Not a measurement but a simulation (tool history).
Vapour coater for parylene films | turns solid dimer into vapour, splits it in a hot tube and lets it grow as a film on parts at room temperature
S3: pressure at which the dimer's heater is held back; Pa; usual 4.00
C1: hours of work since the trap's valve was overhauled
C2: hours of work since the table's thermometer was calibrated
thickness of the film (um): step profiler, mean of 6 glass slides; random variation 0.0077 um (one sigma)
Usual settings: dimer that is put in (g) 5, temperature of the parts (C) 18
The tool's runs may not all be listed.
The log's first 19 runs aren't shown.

Run 20, day 29.425: usual settings but dimer that is put in (g) 6, temperature of the parts (C) 16, S3 2.75 Pa; C1 439; C2 660. Result: thickness of the film (um) 1.415.
Run 21, day 30.354: usual settings but dimer that is put in (g) 3, temperature of the parts (C) 11, S3 7.19 Pa; C1 452; C2 673. Result: thickness of the film (um) 0.760.
Run 22, day 32.538: usual settings but dimer that is put in (g) 3, temperature of the parts (C) 11, S3 7.19 Pa; C1 480; C2 701. Result: thickness of the film (um) 0.736.
At day 33.004: trap's valve overhauled.
Run 23, day 34.012: usual settings but dimer that is put in (g) 2, S3 4.58 Pa; C1 13; C2 719. Result: thickness of the film (um) 0.417.
Run 24, day 34.938: usual settings but dimer that is put in (g) 2, temperature of the parts (C) 19, S3 6.99 Pa; C1 25; C2 731. Result: thickness of the film (um) 0.358.
Run 25, day 36.600: usual settings but dimer that is put in (g) 2, temperature of the parts (C) 15, S3 4.30 Pa; C1 47; C2 753. Result: thickness of the film (um) 0.459.
Run 26, day 38.058: usual settings but dimer that is put in (g) 2, temperature of the parts (C) 15, S3 4.30 Pa; C1 67; C2 772. Result: thickness of the film (um) 0.472.
Run 27, day 39.333: usual settings but dimer that is put in (g) 2, temperature of the parts (C) 15, S3 4.30 Pa; C1 83; C2 789. Result: thickness of the film (um) 0.464.
Run 28, day 40.817: usual settings but temperature of the parts (C) 30, S3 2.34 Pa; C1 103; C2 808. Result: thickness of the film (um) 0.640.
Run 29, day 42.483: usual settings but temperature of the parts (C) 30, S3 2.34 Pa; C1 125; C2 830. Result: thickness of the film (um) 0.653.
Run 30, day 44.200: usual settings but temperature of the parts (C) 30, S3 2.34 Pa; C1 147; C2 853. Result: thickness of the film (um) 0.636.
Run 31, day 45.992: usual settings but dimer that is put in (g) 4, temperature of the parts (C) 27; C1 171; C2 876. Result: thickness of the film (um) 0.517.
Run 32, day 47.388: usual settings but dimer that is put in (g) 4, temperature of the parts (C) 19; C1 189; C2 895. Result: thickness of the film (um) 0.775.
Run 33, day 49.612: usual settings but dimer that is put in (g) 4, temperature of the parts (C) 19; C1 219; C2 924. Result: thickness of the film (um) 0.769.
Run 34, day 51.804: usual settings but dimer that is put in (g) 4, temperature of the parts (C) 24; C1 247; C2 953. Result: thickness of the film (um) 0.596.
Run 35, day 52.838: usual settings but temperature of the parts (C) 11, S3 5.66 Pa; C1 261; C2 966. Result: thickness of the film (um) 1.303.
Run 36, day 54.117: usual settings; C1 278; C2 983. Result: thickness of the film (um) 0.994.

Forecast each of these 3 alternatives for the next run:
Run A, day 55.825: usual settings but dimer that is put in (g) 3, temperature of the parts (C) 30, S3 3.95 Pa; C1 300; C2 1006. Result: thickness of the film (um) ?.
Run B, day 55.825: usual settings but dimer that is put in (g) 3, temperature of the parts (C) 13, S3 3.33 Pa; C1 300; C2 1006. Result: thickness of the film (um) ?.
Run C, day 55.825: usual settings but dimer that is put in (g) 4, temperature of the parts (C) 25; C1 300; C2 1006. Result: thickness of the film (um) ?.

run  thickness of the film (um)
  A                       0.338
  B                       0.791
  C                       0.562
Without the tool's hidden state the same runs would have given:
run  thickness of the film (um)
  A                       0.368
  B                       0.861
  C                       0.613

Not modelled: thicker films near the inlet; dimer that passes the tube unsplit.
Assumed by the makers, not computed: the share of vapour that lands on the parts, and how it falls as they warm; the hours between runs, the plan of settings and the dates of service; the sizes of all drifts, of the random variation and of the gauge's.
